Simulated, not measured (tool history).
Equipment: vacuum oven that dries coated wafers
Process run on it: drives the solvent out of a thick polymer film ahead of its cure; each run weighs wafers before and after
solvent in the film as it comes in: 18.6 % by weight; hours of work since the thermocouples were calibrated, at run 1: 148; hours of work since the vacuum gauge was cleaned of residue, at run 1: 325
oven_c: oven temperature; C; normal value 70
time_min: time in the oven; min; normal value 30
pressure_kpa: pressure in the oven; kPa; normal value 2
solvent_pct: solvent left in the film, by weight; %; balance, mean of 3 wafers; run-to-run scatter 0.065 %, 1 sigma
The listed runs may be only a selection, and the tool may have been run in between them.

run     day  oven_c  time_min  pressure_kpa  hours of work since the thermocouples were calibrated  hours of work since the vacuum gauge was cleaned of residue  solvent_pct
  1       0      70        30             2                                                    148                                                          325         4.31
  2   0.588      70        30             2                                                    156                                                          333         4.33
  3   1.333      70        30             2                                                    165                                                          342         4.25
  4   1.812      70        30             2                                                    171                                                          348         4.33
  5   2.229      70        30             2                                                    176                                                          353         4.24
  6   2.929      70        30          4.11                                                    185                                                          362         7.38
  7   3.608      70        30          4.11                                                    194                                                          371         7.33
  8   4.488      70        30             2                                                    205                                                          382         4.24
  9   5.017      70        53             2                                                    211                                                          388         3.47
 10   5.404      70        53             2                                                    216                                                          393         3.42
 11   6.075      70        53             2                                                    225                                                          402         3.41
 12     6.6      70        53             2                                                    231                                                          408         3.39
 13   7.158      70        44          5.48                                                    238                                                          415         8.96
 14   8.038      63        31          6.82                                                    249                                                          426           15
 15   8.508      63        31          6.82                                                    255                                                          432        15.26
 16    9.25      63        30          6.57                                                    265                                                          441        14.36
      9.354  -- vacuum gauge cleaned of residue and calibrated
 17  10.158      60        30          1.82                                                    275                                                           10         7.36
 18  10.596      79        19             2                                                    281                                                           16         3.67
     11.225  -- vacuum gauge cleaned of residue and calibrated, once more
 19  11.408      77        30          2.31                                                    290                                                            2         3.08
 20  12.042      77        46          3.42                                                    298                                                           10         4.03
 21    12.7      69        32          1.51                                                    307                                                           19         3.53
 22   13.15      56        21             2                                                    312                                                           24           10
 23  13.654      56        20             2                                                    319                                                           31        10.13

Forecast each of these 5 alternatives for the next run:
  A  14.375      70        18          1.06                                                    328                                                           40            ?
  B  14.375      74        18          6.41                                                    328                                                           40            ?
  C  14.375      70        41             2                                                    328                                                           40            ?
  D  14.375      62        50          7.54                                                    328                                                           40            ?
  E  14.375      56        30             8                                                    328                                                           40            ?

run  solvent_pct
  A         4.86
  B         9.74
  C         3.56
  D        16.87
  E        18.56
Take away the tool's hidden state, keep each run's random variation, and the runs would have read:
run  solvent_pct
  A         4.75
  B         9.59
  C         3.48
  D        16.61
  E        18.56

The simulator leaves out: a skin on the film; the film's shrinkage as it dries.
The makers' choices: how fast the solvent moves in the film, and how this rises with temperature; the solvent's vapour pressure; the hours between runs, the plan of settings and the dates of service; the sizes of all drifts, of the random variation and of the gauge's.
